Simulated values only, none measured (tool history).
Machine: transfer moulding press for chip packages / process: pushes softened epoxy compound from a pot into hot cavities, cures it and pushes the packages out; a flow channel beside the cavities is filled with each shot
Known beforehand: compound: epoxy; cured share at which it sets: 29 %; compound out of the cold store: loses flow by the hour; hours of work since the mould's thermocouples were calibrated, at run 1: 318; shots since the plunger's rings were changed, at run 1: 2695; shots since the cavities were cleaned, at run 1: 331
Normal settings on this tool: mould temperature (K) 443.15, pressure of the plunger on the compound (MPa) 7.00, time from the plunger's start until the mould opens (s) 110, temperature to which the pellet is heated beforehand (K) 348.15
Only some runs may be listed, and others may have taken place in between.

run	hour	mould temperature (K)	pressure of the plunger on the compound (MPa)	time from the plunger's start until the mould opens (s)	temperature to which the pellet is heated beforehand (K)	hours of work since the mould's thermocouples were calibrated	shots since the plunger's rings were changed	shots since the cavities were cleaned	incoming compound's hours out of the cold store	length that the compound runs in the flow channel (mm)	greatest force on the pins that push the packages out (N)
1	0.0	443.15	7.00	110	348.15	318	2695	331	37.6	638	917
2	30.4	443.15	7.00	110	352.15	338	3014	650	18.9	690	1108
# hour 54.7: cavities cleaned with cleaning compound and waxed
3	59.7	443.15	7.00	110	348.15	357	3307	53	28.9	658	618
# hour 77.2: mould's thermocouples calibrated
4	95.4	443.15	7.00	110	338.15	12	3661	407	34.7	639	1064
5	115.1	443.15	7.00	98	338.15	25	3868	614	25.0	666	1523
# hour 140.3: cavities cleaned with cleaning compound and waxed
6	142.6	443.15	7.00	98	338.15	42	4142	24	43.2	613	727
7	163.1	443.15	7.00	98	338.15	56	4356	238	10.6	708	1254
# hour 196.8: plunger's sealing rings changed
8	196.8	443.15	7.00	110	348.15	76	0	567	32.5	671	1093
9	215.0	443.15	7.00	110	348.15	89	191	758	22.5	701	1204
# hour 226.2: cavities cleaned with cleaning compound and waxed
10	246.7	443.15	7.23	110	340.15	108	509	215	47.3	634	818
11	261.9	439.15	7.76	135	346.15	119	669	375	30.6	724	852
12	289.2	439.15	6.74	135	339.15	137	955	661	39.4	647	1046
13	306.2	439.15	6.74	135	339.15	148	1134	840	21.9	697	1098
# hour 309.7: cavities cleaned with cleaning compound and waxed
14	323.2	439.15	6.74	135	339.15	158	1297	141	8.1	741	741
15	344.8	443.15	6.74	135	339.15	172	1525	369	37.6	633	779
16	372.8	443.15	6.74	135	339.15	191	1819	663	24.6	669	844

3 options for the next run, each taken on its own from the tool as it stands now. Forecast them:
# hour 393.7: cavities cleaned with cleaning compound and waxed
A	398.4	443.15	7.00	110	344.15	207	2072	49	32.4	?	?
# hour 393.7: cavities cleaned with cleaning compound and waxed
B	398.4	447.15	6.74	135	354.15	207	2072	49	40.6	?	?
# hour 393.7: cavities cleaned with cleaning compound and waxed
C	398.4	443.15	7.00	143	348.15	207	2072	49	18.7	?	?

run	length that the compound runs in the flow channel (mm)	greatest force on the pins that push the packages out (N)
A	657	614
B	608	432
C	696	463
With no hidden state in the tool, these same runs would have given:
run	length that the compound runs in the flow channel (mm)	greatest force on the pins that push the packages out (N)
A	674	512
B	624	362
C	714	387
